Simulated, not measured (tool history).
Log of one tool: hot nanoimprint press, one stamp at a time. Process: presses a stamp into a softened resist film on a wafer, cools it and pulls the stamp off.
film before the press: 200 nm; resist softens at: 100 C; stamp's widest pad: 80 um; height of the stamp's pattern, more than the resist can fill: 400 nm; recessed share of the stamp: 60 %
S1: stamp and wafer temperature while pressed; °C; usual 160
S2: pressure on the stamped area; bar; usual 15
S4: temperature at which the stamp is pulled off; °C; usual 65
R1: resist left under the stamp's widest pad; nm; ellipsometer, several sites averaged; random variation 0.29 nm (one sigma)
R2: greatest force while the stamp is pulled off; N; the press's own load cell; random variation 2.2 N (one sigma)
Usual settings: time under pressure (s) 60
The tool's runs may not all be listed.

Run 1, hour 0: usual settings. Result: R1 105.6 nm, R2 153 N.
Run 2, hour 40.8: usual settings but S2 13.6 bar. Result: R1 110.5 nm, R2 153 N.
Run 3, hour 89.7: usual settings but S4 68 °C. Result: R1 105.5 nm, R2 157 N.
At hour 131.7: stamp cleaned and given a new release coat.
Run 4, hour 164.9: usual settings but S4 68 °C. Result: R1 105.3 nm, R2 140 N.
Run 5, hour 216: usual settings but S4 68 °C. Result: R1 104.6 nm, R2 147 N.
Run 6, hour 263.7: usual settings but S4 73 °C. Result: R1 104.8 nm, R2 145 N.
At hour 283.7: plate thermocouple calibrated.
Run 7, hour 309.8: usual settings but S4 73 °C. Result: R1 106 nm, R2 150 N.
At hour 319.8: stamp cleaned and given a new release coat.
Run 8, hour 367.8: usual settings but S4 73 °C. Result: R1 105.6 nm, R2 137 N.
Run 9, hour 408.1: usual settings but S4 73 °C. Result: R1 105.3 nm, R2 142 N.
Run 10, hour 474: usual settings but time under pressure (s) 33. Result: R1 127.5 nm, R2 160 N.
At hour 506.9: stamp cleaned and given a new release coat.
Run 11, hour 516.8: usual settings but time under pressure (s) 33. Result: R1 127.4 nm, R2 147 N.
At hour 561.5: press's hydraulic seals changed and the load cell set to zero.
Run 12, hour 598.7: usual settings but time under pressure (s) 38. Result: R1 118.6 nm, R2 153 N.
Run 13, hour 667.2: usual settings. Result: R1 101.5 nm, R2 160 N.
At hour 676.6: plate thermocouple calibrated.
At hour 702.8: stamp cleaned and given a new release coat.
Run 14, hour 730.6: usual settings. Result: R1 104.2 nm, R2 151 N.
Run 15, hour 761.9: usual settings. Result: R1 104.4 nm, R2 150 N.
Run 16, hour 793.4: usual settings but S1 168 °C, time under pressure (s) 98, S4 62 °C. Result: R1 66.1 nm, R2 162 N.
Run 17, hour 849.5: usual settings but S1 164 °C, time under pressure (s) 40. Result: R1 105.9 nm, R2 162 N.
At hour 889.6: stamp cleaned and given a new release coat.
Run 18, hour 910.3: usual settings but time under pressure (s) 56. Result: R1 105.5 nm, R2 147 N.
Run 19, hour 979.6: usual settings but time under pressure (s) 39, S4 62 °C. Result: R1 118.4 nm, R2 164 N.
Run 20, hour 1027.7: usual settings but time under pressure (s) 39, S4 62 °C. Result: R1 118.3 nm, R2 169 N.
At hour 1062.8: plate thermocouple calibrated.
At hour 1079.2: stamp cleaned and given a new release coat.
Run 21, hour 1106.7: usual settings but time under pressure (s) 39, S4 62 °C. Result: R1 121 nm, R2 154 N.
Run 22, hour 1151.2: usual settings but S1 165 °C, S2 16.4 bar, time under pressure (s) 46, S4 68 °C. Result: R1 95.9 nm, R2 146 N.
Run 23, hour 1204.4: usual settings but S1 158 °C, S2 16.4 bar, time under pressure (s) 57, S4 68 °C. Result: R1 109.8 nm, R2 154 N.
Run 24, hour 1241.7: usual settings but S1 158 °C, S2 18 bar, time under pressure (s) 57, S4 70 °C. Result: R1 105.6 nm, R2 155 N.
At hour 1266: stamp cleaned and given a new release coat.
Run 25, hour 1315.2: usual settings but S1 171 °C, S2 18 bar, time under pressure (s) 62, S4 61 °C. Result: R1 67.2 nm, R2 156 N.
Run 26, hour 1358.7: usual settings but S1 171 °C, S2 18 bar, time under pressure (s) 62, S4 61 °C. Result: R1 66.8 nm, R2 166 N.
Run 27, hour 1407.9: usual settings but S1 171 °C, S2 18 bar, time under pressure (s) 62, S4 57 °C. Result: R1 66.6 nm, R2 175 N.
At hour 1450: plate thermocouple calibrated.
At hour 1456: stamp cleaned and given a new release coat.
Run 28, hour 1472.4: usual settings but S1 171 °C, S2 18 bar, time under pressure (s) 62, S4 57 °C. Result: R1 69 nm, R2 161 N.
Run 29, hour 1512.9: usual settings but S1 171 °C, S2 18 bar, time under pressure (s) 62, S4 57 °C. Result: R1 68.4 nm, R2 169 N.
Run 30, hour 1548.9: usual settings but S1 171 °C, S2 18 bar, time under pressure (s) 62, S4 57 °C. Result: R1 68.8 nm, R2 170 N.

Forecast each of these 3 alternatives for the next run:
Run A, hour 1593.1: usual settings but S1 156 °C, S2 17.6 bar, S4 51 °C. Result: R1 ?, R2 ?.
Run B, hour 1593.1: usual settings but S2 12.9 bar, time under pressure (s) 92. Result: R1 ?, R2 ?.
Run C, hour 1593.1: usual settings but S1 171 °C, S2 18 bar, time under pressure (s) 30, S4 57 °C. Result: R1 ?, R2 ?.

run     R1   R2
  A  112.8  185
  B   96.6  160
  C   90.9  175
Without the tool's hidden state the same runs would have given:
run     R1   R2
  A  111.3  169
  B   95.6  146
  C   89.3  159

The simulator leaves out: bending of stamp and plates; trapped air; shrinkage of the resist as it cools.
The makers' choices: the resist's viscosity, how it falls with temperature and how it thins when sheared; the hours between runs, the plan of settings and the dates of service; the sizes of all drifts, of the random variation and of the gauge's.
